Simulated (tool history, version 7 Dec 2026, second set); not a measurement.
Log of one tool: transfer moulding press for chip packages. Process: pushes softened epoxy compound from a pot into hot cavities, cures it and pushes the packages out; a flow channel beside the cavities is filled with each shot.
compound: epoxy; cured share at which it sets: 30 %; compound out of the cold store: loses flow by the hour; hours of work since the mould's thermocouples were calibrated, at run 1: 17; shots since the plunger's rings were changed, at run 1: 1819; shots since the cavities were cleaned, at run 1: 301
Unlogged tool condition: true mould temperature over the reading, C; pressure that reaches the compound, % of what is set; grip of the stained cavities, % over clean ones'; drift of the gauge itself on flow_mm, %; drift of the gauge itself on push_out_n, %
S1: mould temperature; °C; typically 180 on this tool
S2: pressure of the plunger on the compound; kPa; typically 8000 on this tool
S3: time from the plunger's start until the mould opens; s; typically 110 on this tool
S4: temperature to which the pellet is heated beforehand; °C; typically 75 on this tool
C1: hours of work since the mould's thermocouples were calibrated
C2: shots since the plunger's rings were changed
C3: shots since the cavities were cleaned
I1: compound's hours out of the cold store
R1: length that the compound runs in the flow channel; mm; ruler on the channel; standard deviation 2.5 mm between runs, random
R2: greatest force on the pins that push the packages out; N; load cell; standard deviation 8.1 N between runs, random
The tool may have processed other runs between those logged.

run 1 hour=0 | S1=180 S2=8000 S3=110 S4=75 | C1=17 C2=1819 C3=301 | I1=21.4 | R1=643 R2=521
-- hour=14 cavities cleaned with cleaning compound and waxed
run 2 hour=40.3 | S1=180 S2=8000 S3=110 S4=75 | C1=44 C2=2277 C3=310 | I1=23.7 | R1=626 R2=497
-- hour=54.7 cavities cleaned with cleaning compound and waxed
run 3 hour=63.7 | S1=180 S2=8000 S3=110 S4=75 | C1=59 C2=2535 C3=106 | I1=38.2 | R1=568 R2=385
run 4 hour=91.4 | S1=180 S2=8000 S3=110 S4=69 | C1=78 C2=2862 C3=433 | I1=32.1 | R1=595 R2=518
-- hour=95.6 cavities cleaned with cleaning compound and waxed
run 5 hour=110.5 | S1=180 S2=8000 S3=110 S4=75 | C1=90 C2=3069 C3=176 | I1=28.5 | R1=605 R2=436
-- hour=135.7 cavities cleaned with cleaning compound and waxed
run 6 hour=138.1 | S1=180 S2=8000 S3=110 S4=75 | C1=107 C2=3376 C3=29 | I1=30.1 | R1=591 R2=361
-- hour=177.3 cavities cleaned with cleaning compound and waxed
run 7 hour=180.9 | S1=180 S2=8000 S3=110 S4=75 | C1=136 C2=3863 C3=43 | I1=46.7 | R1=537 R2=347
-- hour=218.4 cavities cleaned with cleaning compound and waxed
run 8 hour=224.5 | S1=180 S2=8000 S3=110 S4=75 | C1=164 C2=4359 C3=72 | I1=20.3 | R1=625 R2=397
run 9 hour=243.3 | S1=180 S2=8000 S3=110 S4=75 | C1=177 C2=4580 C3=293 | I1=39.2 | R1=558 R2=471
-- hour=257.9 cavities cleaned with cleaning compound and waxed
run 10 hour=285.4 | S1=180 S2=8000 S3=110 S4=75 | C1=205 C2=5059 C3=325 | I1=41.7 | R1=546 R2=472
-- hour=298.4 cavities cleaned with cleaning compound and waxed
-- hour=307.8 plunger's sealing rings changed
run 11 hour=319 | S1=180 S2=8000 S3=110 S4=75 | C1=225 C2=133 C3=214 | I1=33.9 | R1=601 R2=441
-- hour=341.3 cavities cleaned with cleaning compound and waxed
run 12 hour=347.7 | S1=180 S2=8000 S3=110 S4=75 | C1=244 C2=453 C3=75 | I1=13.3 | R1=678 R2=397
-- hour=383.2 cavities cleaned with cleaning compound and waxed
run 13 hour=388.6 | S1=180 S2=8510 S3=110 S4=75 | C1=270 C2=917 C3=63 | I1=33.7 | R1=616 R2=374
-- hour=423 cavities cleaned with cleaning compound and waxed
run 14 hour=425.6 | S1=182 S2=6300 S3=140 S4=73 | C1=295 C2=1336 C3=30 | I1=41.8 | R1=500 R2=274
run 15 hour=453.6 | S1=182 S2=6300 S3=140 S4=73 | C1=314 C2=1666 C3=360 | I1=38 | R1=516 R2=358
-- hour=462.1 cavities cleaned with cleaning compound and waxed
-- hour=488.5 mould's thermocouples calibrated
run 16 hour=498.3 | S1=180 S2=9030 S3=110 S4=82 | C1=7 C2=2151 C3=403 | I1=38.6 | R1=612 R2=491
-- hour=505.4 cavities cleaned with cleaning compound and waxed
run 17 hour=530.1 | S1=180 S2=6380 S3=110 S4=75 | C1=27 C2=2509 C3=292 | I1=42.8 | R1=497 R2=441
-- hour=545.9 cavities cleaned with cleaning compound and waxed
run 18 hour=557.5 | S1=180 S2=6380 S3=110 S4=75 | C1=45 C2=2813 C3=136 | I1=8.4 | R1=619 R2=449
-- hour=585.3 cavities cleaned with cleaning compound and waxed
run 19 hour=597.9 | S1=180 S2=8360 S3=110 S4=75 | C1=71 C2=3272 C3=148 | I1=9.7 | R1=696 R2=463
-- hour=625.8 cavities cleaned with cleaning compound and waxed
run 20 hour=640.4 | S1=180 S2=8360 S3=110 S4=75 | C1=99 C2=3755 C3=172 | I1=45.3 | R1=558 R2=418
-- hour=665.1 cavities cleaned with cleaning compound and waxed
run 21 hour=665.1 | S1=180 S2=8360 S3=110 S4=75 | C1=115 C2=4028 C3=0 | I1=32.3 | R1=599 R2=351
run 22 hour=698.1 | S1=180 S2=8360 S3=122 S4=75 | C1=138 C2=4418 C3=390 | I1=42.6 | R1=562 R2=426
-- hour=705.7 cavities cleaned with cleaning compound and waxed
run 23 hour=728.6 | S1=172 S2=8920 S3=91 S4=74 | C1=158 C2=4759 C3=269 | I1=25.4 | R1=654 R2=1164

Forecast run 24:
-- hour=744.6 cavities cleaned with cleaning compound and waxed
run 24 hour=766.2 | S1=172 S2=8920 S3=91 S4=74 | C1=182 C2=5184 C3=254 | I1=20.1 | R1=? R2=?

{"run 24": {"R1": 675, "R2": 1161}}
Were there no unlogged condition in the tool, this run, its random variation unchanged, would have produced R1 707 mm, R2 917 N.
